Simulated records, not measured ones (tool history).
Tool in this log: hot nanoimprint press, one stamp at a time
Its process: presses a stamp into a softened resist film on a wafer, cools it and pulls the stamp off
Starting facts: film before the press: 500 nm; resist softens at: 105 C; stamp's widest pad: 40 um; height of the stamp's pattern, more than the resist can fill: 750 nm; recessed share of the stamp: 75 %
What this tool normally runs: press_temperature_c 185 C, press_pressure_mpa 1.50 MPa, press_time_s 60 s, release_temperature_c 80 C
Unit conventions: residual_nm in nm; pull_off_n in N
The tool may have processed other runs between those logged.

run	hour	press_temperature_c	press_pressure_mpa	press_time_s	release_temperature_c	residual_nm	pull_off_n
1	0.0	185	1.50	60	80	206.1	219
2	6.3	185	1.50	60	80	208.1	224
3	17.4	185	1.50	60	73	208.9	235
4	23.3	185	1.50	60	73	209.8	246
5	34.7	185	1.50	60	73	211.2	245
6	40.1	185	1.50	60	73	207.2	240
7	49.5	185	1.50	60	73	208.8	242
8	60.0	185	1.05	60	80	245.9	227
9	70.4	185	1.50	60	80	210.6	227
10	79.0	185	1.50	60	80	210.8	230
11	88.6	185	1.50	60	80	209.3	230
12	96.6	185	1.50	97	80	173.9	229
13	103.6	185	1.50	97	80	173.0	221
14	108.9	190	0.94	60	85	213.2	219
15	117.2	190	0.94	60	85	211.5	219
16	126.5	194	2.35	107	68	86.6	267
17	139.1	194	2.35	107	68	87.9	268
18	145.2	185	1.09	60	80	244.1	237
19	153.2	185	1.09	60	71	243.4	264
20	167.4	185	1.09	60	71	244.9	199
21	177.9	182	1.68	46	86	253.7	164
22	185.6	195	1.68	85	86	111.3	175
23	194.8	185	1.28	58	80	232.6	185
24	206.7	185	1.28	58	80	231.1	187
25	218.2	185	1.28	42	80	258.4	185

The log once held 1 entry between its listed runs, left out of this copy. Where does each go, and what is different about the tool's unlogged condition between the listed run before it and the listed run after it?
After run 19, before run 20: stamp cleaned and given a new release coat (hour 162.0)
  true temperature over the reading, C: -0.89 -> -0.91; pressure that arrives at the usual setting, %: 99.27 -> 99.25; grip of the stamp's worn release coat, % over a new coat's: 28.6 -> 0.3
  measured minus no-state result, residual_nm: +9.4 -> +9.7 nm; pull_off_n: +61 -> +2 N
